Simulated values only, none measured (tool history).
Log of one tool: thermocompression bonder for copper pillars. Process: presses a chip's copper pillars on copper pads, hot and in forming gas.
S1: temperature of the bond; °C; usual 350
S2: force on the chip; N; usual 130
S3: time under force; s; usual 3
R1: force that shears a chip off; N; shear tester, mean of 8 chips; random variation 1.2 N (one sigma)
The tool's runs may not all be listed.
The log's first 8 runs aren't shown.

Run 9, day 15.538: usual settings but S1 377 °C. Result: R1 116.6 N.
At day 16.075: forming gas filter changed.
Run 10, day 17.342: usual settings but S2 85 N. Result: R1 97.1 N.
Run 11, day 19.421: usual settings but S2 85 N. Result: R1 99.2 N.
Run 12, day 21.317: usual settings. Result: R1 111.9 N.
Run 13, day 24.054: usual settings. Result: R1 109.2 N.
Run 14, day 26.821: usual settings. Result: R1 110 N.
Run 15, day 28.646: usual settings but S2 172 N. Result: R1 116.2 N.
At day 29.612: force cell calibrated.
Run 16, day 30.421: usual settings but S3 5 s. Result: R1 120.3 N.
Run 17, day 33.229: usual settings but S3 5 s. Result: R1 118.7 N.
Run 18, day 35.35: usual settings but S3 5 s. Result: R1 118.7 N.
Run 19, day 37.096: usual settings but S3 7 s. Result: R1 126.1 N.

Run 20 comes next. What will it give?
Run 20, day 38.996: usual settings but S1 360 °C, S2 159 N, S3 2 s. Result: R1 ?.

R1: 111.3 N
Without the tool's hidden state the same run would have given R1 113.8 N.
